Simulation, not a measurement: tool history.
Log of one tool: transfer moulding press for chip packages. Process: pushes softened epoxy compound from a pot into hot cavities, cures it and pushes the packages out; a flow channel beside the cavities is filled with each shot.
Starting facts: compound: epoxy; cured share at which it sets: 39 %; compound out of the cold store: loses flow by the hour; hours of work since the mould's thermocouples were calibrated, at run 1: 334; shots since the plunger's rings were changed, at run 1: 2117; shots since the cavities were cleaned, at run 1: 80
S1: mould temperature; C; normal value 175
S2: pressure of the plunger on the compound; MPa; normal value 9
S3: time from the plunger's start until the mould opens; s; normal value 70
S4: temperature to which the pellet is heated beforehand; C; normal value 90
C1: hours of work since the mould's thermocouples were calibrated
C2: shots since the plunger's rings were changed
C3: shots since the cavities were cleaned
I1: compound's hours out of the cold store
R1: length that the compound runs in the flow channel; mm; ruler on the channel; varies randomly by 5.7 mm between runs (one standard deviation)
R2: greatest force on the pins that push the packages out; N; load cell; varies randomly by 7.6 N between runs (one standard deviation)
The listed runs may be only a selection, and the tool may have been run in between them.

run 1 hour=0 | S1=175 S2=9 S3=70 S4=90 | C1=334 C2=2117 C3=80 | I1=46.2 | R1=833 R2=336
run 2 hour=42.5 | S1=175 S2=9 S3=70 S4=90 | C1=365 C2=2842 C3=805 | I1=36.9 | R1=848 R2=486
-- hour=65.4 cavities cleaned with cleaning compound and waxed
run 3 hour=92.1 | S1=175 S2=9 S3=70 S4=90 | C1=399 C2=3662 C3=455 | I1=22.2 | R1=854 R2=468
-- hour=100.9 plunger's sealing rings changed
-- hour=139.3 cavities cleaned with cleaning compound and waxed
run 4 hour=139.3 | S1=175 S2=9 S3=70 S4=90 | C1=430 C2=628 C3=0 | I1=27.9 | R1=911 R2=311
-- hour=160.9 mould's thermocouples calibrated
run 5 hour=195.7 | S1=175 S2=9 S3=70 S4=90 | C1=25 C2=1556 C3=928 | I1=22.7 | R1=904 R2=541
-- hour=212.6 cavities cleaned with cleaning compound and waxed
run 6 hour=253 | S1=175 S2=9 S3=70 S4=90 | C1=65 C2=2508 C3=689 | I1=21.4 | R1=874 R2=508
-- hour=282.7 cavities cleaned with cleaning compound and waxed
run 7 hour=311.2 | S1=175 S2=9 S3=70 S4=90 | C1=106 C2=3475 C3=487 | I1=11.2 | R1=889 R2=503
-- hour=334.4 plunger's sealing rings changed
-- hour=358.7 cavities cleaned with cleaning compound and waxed
run 8 hour=369.7 | S1=175 S2=9 S3=70 S4=90 | C1=145 C2=575 C3=188 | I1=37.7 | R1=877 R2=404
run 9 hour=416.1 | S1=175 S2=7.12 S3=75 S4=90 | C1=178 C2=1367 C3=980 | I1=17.2 | R1=812 R2=456
-- hour=432.1 cavities cleaned with cleaning compound and waxed
run 10 hour=453.7 | S1=176 S2=9 S3=70 S4=90 | C1=204 C2=1983 C3=368 | I1=22.2 | R1=892 R2=440
run 11 hour=485.8 | S1=176 S2=9 S3=70 S4=90 | C1=227 C2=2530 C3=915 | I1=30.9 | R1=857 R2=479
-- hour=503 cavities cleaned with cleaning compound and waxed
run 12 hour=531.7 | S1=183 S2=9 S3=110 S4=92 | C1=259 C2=3288 C3=490 | I1=17.6 | R1=867 R2=308
-- hour=563.5 plunger's sealing rings changed
-- hour=578.2 cavities cleaned with cleaning compound and waxed
run 13 hour=584.2 | S1=183 S2=9 S3=110 S4=92 | C1=294 C2=327 C3=101 | I1=12 | R1=930 R2=231
run 14 hour=618.2 | S1=171 S2=9 S3=71 S4=90 | C1=318 C2=907 C3=681 | I1=44.2 | R1=876 R2=615
-- hour=649.1 cavities cleaned with cleaning compound and waxed
run 15 hour=657 | S1=171 S2=9 S3=71 S4=90 | C1=345 C2=1544 C3=136 | I1=9.5 | R1=936 R2=501
run 16 hour=687.2 | S1=171 S2=7.62 S3=70 S4=90 | C1=367 C2=2058 C3=650 | I1=11.8 | R1=847 R2=687

Measured minus without-hidden-state, run by run (identical run-to-run variation in each term; gauge scatter may differ):
Hidden state at play: true mould temperature over the reading, C; pressure that reaches the compound, % of what is set; grip of the stained cavities, % over clean ones'; drift of the gauge itself on flow_mm, %; drift of the gauge itself on push_out_n, %.
run=1 R1=-38 R2=+24
run=2 R1=-50 R2=+167
run=3 R1=-70 R2=+137
run=4 R1=-14 R2=-12
run=5 R1=-31 R2=+210
run=6 R1=-47 R2=+187
run=7 R1=-66 R2=+171
run=8 R1=-13 R2=+85
run=9 R1=-25 R2=+177
run=10 R1=-40 R2=+135
run=11 R1=-50 R2=+186
run=12 R1=-65 R2=+104
run=13 R1=-6 R2=+33
run=14 R1=-14 R2=+218
run=15 R1=-28 R2=+77
run=16 R1=-34 R2=+236

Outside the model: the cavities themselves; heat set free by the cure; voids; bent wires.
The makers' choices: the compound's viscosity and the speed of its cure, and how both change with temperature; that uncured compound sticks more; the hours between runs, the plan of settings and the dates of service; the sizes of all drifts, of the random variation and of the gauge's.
